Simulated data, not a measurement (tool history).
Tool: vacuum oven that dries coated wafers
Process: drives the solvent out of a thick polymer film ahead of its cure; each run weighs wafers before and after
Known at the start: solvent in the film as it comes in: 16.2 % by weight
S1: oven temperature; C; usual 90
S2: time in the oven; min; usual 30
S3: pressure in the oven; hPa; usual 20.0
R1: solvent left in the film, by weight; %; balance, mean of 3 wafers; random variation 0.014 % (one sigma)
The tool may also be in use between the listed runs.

{"run": 1, "hour": 0.0, "S1": 90, "S2": 30, "S3": 20.0, "R1": 1.81}
{"run": 2, "hour": 116.0, "S1": 90, "S2": 30, "S3": 20.0, "R1": 1.81}
{"run": 3, "hour": 173.6, "S1": 99, "S2": 30, "S3": 20.0, "R1": 0.87}
{"run": 4, "hour": 220.4, "S1": 90, "S2": 49, "S3": 20.0, "R1": 0.86}
{"run": 5, "hour": 327.3, "S1": 90, "S2": 30, "S3": 20.0, "R1": 1.81}
{"run": 6, "hour": 393.9, "S1": 90, "S2": 22, "S3": 20.0, "R1": 2.87}
{"run": 7, "hour": 452.6, "S1": 90, "S2": 22, "S3": 20.0, "R1": 2.87}
{"run": 8, "hour": 548.2, "S1": 90, "S2": 22, "S3": 17.3, "R1": 2.8}
{"run": 9, "hour": 600.7, "S1": 90, "S2": 38, "S3": 64.5, "R1": 2.37}
{"run": 10, "hour": 701.7, "S1": 90, "S2": 29, "S3": 64.5, "R1": 2.99}
{"run": 11, "hour": 796.4, "S1": 90, "S2": 15, "S3": 20.0, "R1": 4.56}
{"run": 12, "hour": 888.3, "S1": 89, "S2": 23, "S3": 20.0, "R1": 2.89}

Not shown: 1 entry that the log had between the listed runs. Between which runs, and how does the tool's hidden state differ before and after?
Between runs 10 and 11: oven's thermocouples calibrated (hour 754.1)
  true wafer temperature over the reading, C: 0.14 -> -0.01; true pressure over the reading, kPa: 0.029 -> 0.03

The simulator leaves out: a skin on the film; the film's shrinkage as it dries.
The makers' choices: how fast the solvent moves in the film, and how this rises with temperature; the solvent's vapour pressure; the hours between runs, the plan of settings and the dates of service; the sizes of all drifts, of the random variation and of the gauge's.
